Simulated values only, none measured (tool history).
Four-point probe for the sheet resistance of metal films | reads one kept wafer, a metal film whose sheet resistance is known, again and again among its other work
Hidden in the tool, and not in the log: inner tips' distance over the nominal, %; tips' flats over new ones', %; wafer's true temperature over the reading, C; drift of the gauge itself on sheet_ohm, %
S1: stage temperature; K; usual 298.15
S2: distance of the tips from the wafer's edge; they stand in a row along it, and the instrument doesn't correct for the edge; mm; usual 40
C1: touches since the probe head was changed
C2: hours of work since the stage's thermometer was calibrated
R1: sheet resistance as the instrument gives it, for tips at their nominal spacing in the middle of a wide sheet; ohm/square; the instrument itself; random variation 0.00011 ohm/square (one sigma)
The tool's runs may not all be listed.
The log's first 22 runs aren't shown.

run 23 day=52.808 | S1=293.15 S2=3 | C1=34563 C2=1309 | R1=0.592437
run 24 day=54.892 | S1=293.15 S2=3 | C1=36277 C2=1342 | R1=0.592221
run 25 day=57.454 | S1=294.15 S2=14 | C1=38386 C2=1383 | R1=0.561117
run 26 day=60.017 | S1=294.15 S2=14 | C1=40493 C2=1424 | R1=0.560969
run 27 day=61.900 | S1=294.15 S2=14 | C1=42043 C2=1454 | R1=0.560707
run 28 day=64.738 | S1=303.15 S2=7 | C1=44375 C2=1499 | R1=0.558015
run 29 day=67.317 | S1=303.15 S2=37 | C1=46496 C2=1539 | R1=0.551920
run 30 day=70.271 | S1=303.15 S2=37 | C1=48928 C2=1586 | R1=0.551761
run 31 day=72.942 | S1=301.15 S2=73 | C1=51123 C2=1629 | R1=0.552679
run 32 day=74.333 | S1=295.15 S2=22 | C1=52269 C2=1651 | R1=0.557887
run 33 day=75.779 | S1=306.15 S2=3 | C1=53458 C2=1674 | R1=0.579775
run 34 day=78.038 | S1=301.15 S2=4 | C1=55317 C2=1709 | R1=0.570346
run 35 day=81.088 | S1=293.15 S2=12 | C1=57824 C2=1758 | R1=0.560217
-- day=83.475 stage's thermometer calibrated
run 36 day=83.629 | S1=293.15 S2=12 | C1=59898 C2=2 | R1=0.559578
run 37 day=85.096 | S1=293.15 S2=12 | C1=61104 C2=26 | R1=0.559176
run 38 day=86.842 | S1=293.15 S2=12 | C1=62538 C2=53 | R1=0.559171
-- day=87.183 new probe head fitted
run 39 day=89.346 | S1=305.15 S2=3 | C1=1781 C2=92 | R1=0.587053
run 40 day=91.738 | S1=298.15 S2=37 | C1=3746 C2=130 | R1=0.560817

Forecast each of these 5 alternatives for the next run:
run A day=95.079 | S1=297.15 S2=12 | C1=6497 C2=183 | R1=?
run B day=95.079 | S1=300.15 S2=14 | C1=6497 C2=183 | R1=?
run C day=95.079 | S1=293.15 S2=15 | C1=6497 C2=183 | R1=?
run D day=95.079 | S1=298.15 S2=19 | C1=6497 C2=183 | R1=?
run E day=95.079 | S1=292.15 S2=45 | C1=6497 C2=183 | R1=?

run=A R1=0.563211
run=B R1=0.560591
run=C R1=0.565590
run=D R1=0.561489
run=E R1=0.565141
Without the tool's hidden state the same runs would have given:
run=A R1=0.564330
run=B R1=0.561705
run=C R1=0.566715
run=D R1=0.562605
run=E R1=0.566265
